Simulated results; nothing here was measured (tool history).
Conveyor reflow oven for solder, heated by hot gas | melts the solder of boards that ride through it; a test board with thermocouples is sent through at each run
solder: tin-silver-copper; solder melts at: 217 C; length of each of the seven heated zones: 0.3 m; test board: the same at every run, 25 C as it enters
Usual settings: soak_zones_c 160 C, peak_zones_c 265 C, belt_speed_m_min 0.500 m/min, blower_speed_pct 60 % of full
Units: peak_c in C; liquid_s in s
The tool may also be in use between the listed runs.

run    day  soak_zones_c  peak_zones_c  belt_speed_m_min  blower_speed_pct  peak_c  liquid_s
  1  0.000           160           265             0.500                60   242.2      40.2
  2  0.258           160           280             0.500                60   254.4      50.7
  3  0.500           160           265             0.500                60   242.1      40.5
  4  0.833           146           265             0.500                60   239.2      33.5
  5  1.175           146           265             0.500                60   238.5      33.5
  6  1.512           167           265             0.441                83   253.6      61.9
     1.696  -- belt drive overhauled, speed set with a stopwatch
  7  1.875           150           265             0.441                81   251.4      54.2
  8  2.242           150           265             0.580                81   241.8      32.5
  9  2.617           150           265             0.580                81   241.6      32.3
 10  2.862           160           258             0.413                73   245.7      57.1

5 ways to go on from here, each from the tool as it stands after run 10. What would each give?
     3.100  -- belt drive overhauled, speed set with a stopwatch, once more
  A  3.242           160           268             0.500                60       ?         ?
     3.100  -- belt drive overhauled, speed set with a stopwatch, once more
  B  3.242           160           261             0.500                60       ?         ?
     3.100  -- belt drive overhauled, speed set with a stopwatch, once more
  C  3.242           160           265             0.500                53       ?         ?
     3.100  -- belt drive overhauled, speed set with a stopwatch, once more
  D  3.242           160           265             0.500                50       ?         ?
     3.100  -- belt drive overhauled, speed set with a stopwatch, once more
  E  3.242           160           270             0.413                73       ?         ?

run  peak_c  liquid_s
  A   244.1      41.8
  B   238.4      36.6
  C   238.8      35.9
  D   237.2      34.1
  E   256.4      65.8
Without the tool's hidden state the same runs would have given:
run  peak_c  liquid_s
  A   246.7      44.3
  B   240.8      39.5
  C   241.1      38.6
  D   239.5      36.8
  E   258.8      67.7
